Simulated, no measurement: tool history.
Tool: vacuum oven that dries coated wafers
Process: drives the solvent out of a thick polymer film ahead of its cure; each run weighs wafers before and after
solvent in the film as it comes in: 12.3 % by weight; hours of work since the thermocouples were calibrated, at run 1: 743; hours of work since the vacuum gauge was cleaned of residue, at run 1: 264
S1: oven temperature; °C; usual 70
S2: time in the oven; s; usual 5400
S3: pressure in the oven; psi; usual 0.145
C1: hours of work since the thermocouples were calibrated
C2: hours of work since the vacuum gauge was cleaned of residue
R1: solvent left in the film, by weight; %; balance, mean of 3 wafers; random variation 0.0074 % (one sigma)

| run | hour | S1 | S2 | S3 | C1 | C2 | R1 |
|---|---|---|---|---|---|---|---|
| 1 | 0 | 70 | 5400 | 0.145 | 743 | 264 | 1.601 |
| 2 | 20.1 | 70 | 5400 | 0.145 | 753 | 274 | 1.6 |
| 3 | 35.3 | 70 | 5400 | 0.145 | 760 | 281 | 1.587 |
| 4 | 58 | 70 | 5400 | 0.145 | 770 | 291 | 1.597 |
| 5 | 79.7 | 70 | 5400 | 0.145 | 780 | 302 | 1.596 |
| 6 | 92.2 | 70 | 5400 | 0.145 | 786 | 307 | 1.602 |
| 7 | 107.4 | 70 | 5400 | 0.145 | 793 | 315 | 1.586 |
| 8 | 127.4 | 70 | 5400 | 0.145 | 803 | 324 | 1.592 |
| 9 | 140 | 70 | 5400 | 0.145 | 809 | 330 | 1.593 |
| 10 | 165.5 | 70 | 5400 | 0.145 | 821 | 342 | 1.603 |
| 11 | 181.6 | 84 | 3180 | 0.152 | 828 | 349 | 0.965 |
| 12 | 202.2 | 67 | 2820 | 0.152 | 838 | 359 | 3.796 |
| 13 | 213 | 65 | 8100 | 0.402 | 843 | 364 | 3.889 |
| 14 | 230 | 65 | 8100 | 0.402 | 851 | 372 | 3.893 |
| 15 | 251.6 | 65 | 8100 | 0.402 | 861 | 382 | 3.883 |
| 16 | 272.5 | 65 | 6180 | 0.183 | 870 | 392 | 2.363 |
| 17 | 294.5 | 66 | 8400 | 0.097 | 881 | 402 | 1.109 |
| 18 | 314.5 | 66 | 8400 | 0.097 | 890 | 411 | 1.104 |
| 19 | 329.4 | 66 | 8400 | 0.097 | 897 | 418 | 1.095 |

5 ways to go on from here, each from the tool as it stands after run 19. What would each give?
| A | 347.5 | 68 | 5400 | 0.49 | 906 | 427 | ? |
| B | 347.5 | 66 | 4560 | 0.075 | 906 | 427 | ? |
| C | 347.5 | 80 | 4260 | 0.1 | 906 | 427 | ? |
| D | 347.5 | 77 | 8400 | 0.097 | 906 | 427 | ? |
| E | 347.5 | 56 | 8400 | 0.097 | 906 | 427 | ? |

| run | R1 |
|---|---|
| A | 4.416 |
| B | 2.015 |
| C | 0.728 |
| D | 0.539 |
| E | 2.419 |
Without the tool's hidden state the same runs would have given:
| run | R1 |
|---|---|
| A | 4.421 |
| B | 2.018 |
| C | 0.73 |
| D | 0.539 |
| E | 2.423 |
